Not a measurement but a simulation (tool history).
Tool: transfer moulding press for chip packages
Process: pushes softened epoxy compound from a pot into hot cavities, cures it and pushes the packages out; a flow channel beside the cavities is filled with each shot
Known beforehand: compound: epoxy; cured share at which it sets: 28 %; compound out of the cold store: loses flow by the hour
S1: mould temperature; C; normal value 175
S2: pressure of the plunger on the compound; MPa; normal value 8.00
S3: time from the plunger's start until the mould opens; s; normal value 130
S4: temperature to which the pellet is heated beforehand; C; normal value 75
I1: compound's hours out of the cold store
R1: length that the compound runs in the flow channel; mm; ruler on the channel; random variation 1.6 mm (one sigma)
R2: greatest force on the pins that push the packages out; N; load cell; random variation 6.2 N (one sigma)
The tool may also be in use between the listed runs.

run	hour	S1	S2	S3	S4	I1	R1	R2
1	0.0	175	8.00	130	75	25.4	578	480
2	12.1	175	8.00	130	75	37.8	549	512
3	18.0	175	8.00	130	75	9.0	614	551
4	30.2	175	8.00	130	75	17.9	595	551
5	38.1	175	8.00	130	75	10.4	609	569
# hour 45.7: cavities cleaned with cleaning compound and waxed
6	50.1	175	8.00	130	75	35.0	554	474
7	55.7	175	8.00	130	75	44.6	531	462
8	65.4	175	6.03	130	75	25.0	500	490
9	73.7	175	6.03	130	75	26.4	493	509
10	81.7	175	6.03	130	75	10.8	525	544
11	93.5	177	8.00	130	75	23.2	572	492
12	100.7	177	8.00	139	75	19.2	580	452
13	106.8	177	8.00	139	75	8.7	603	473
# hour 109.4: cavities cleaned with cleaning compound and waxed
14	119.8	177	8.00	139	75	38.8	539	381
15	131.1	177	8.00	139	75	43.4	528	408
16	141.8	177	8.00	139	75	18.7	580	419
17	151.4	173	7.60	159	76	26.5	557	432
# hour 154.5: mould's thermocouples calibrated
18	163.6	171	9.82	154	82	45.9	589	498
19	169.4	171	9.82	154	82	12.2	674	534
# hour 174.4: cavities cleaned with cleaning compound and waxed
20	183.5	178	7.38	154	82	41.2	508	345
# hour 192.2: mould's thermocouples calibrated, once more
21	192.2	178	7.38	160	72	32.6	523	347
# hour 196.8: plunger's sealing rings changed
22	203.6	178	7.38	160	72	21.1	584	357
23	216.2	178	7.38	160	72	27.0	569	371
24	224.6	175	8.00	127	70	21.2	612	581
25	234.3	175	8.00	127	70	35.2	576	564
# hour 242.8: cavities cleaned with cleaning compound and waxed
26	244.4	175	8.00	127	70	38.0	572	457
27	256.6	175	8.00	127	70	37.9	572	480
28	264.1	175	6.68	130	74	38.5	524	474
29	272.4	175	6.03	130	74	10.0	552	515
30	280.0	175	6.00	130	69	11.5	549	537

Selected run-to-run steps in R1, each split into two signed amounts: the part the tool would show with no hidden state at all (from settings, incoming material and random variation), and the remainder, which goes to the hidden state together with any gauge scatter not common to the measured and the hidden-state-free results:
The tool's hidden condition here consists of: true mould temperature over the reading, C; pressure that reaches the compound, % of what is set; grip of the stained cavities, % over clean ones'; drift of the gauge itself on flow_mm, %; drift of the gauge itself on push_out_n, %.
Run 2 -> 3: settings left as they were, no log entry in between. R1 +65 mm: hidden state -4, all else +69.
Run 18 -> 19: settings left as they were, no log entry in between. R1 +85 mm: hidden state -6, all else +91.
Run 19 -> 20: S1 171 -> 178, S2 9.82 -> 7.38, cavities cleaned with cleaning compound and waxed. R1 -166 mm: hidden state +10, all else -176.
Run 21 -> 22: plunger's sealing rings changed. R1 +61 mm: hidden state +35, all else +26.
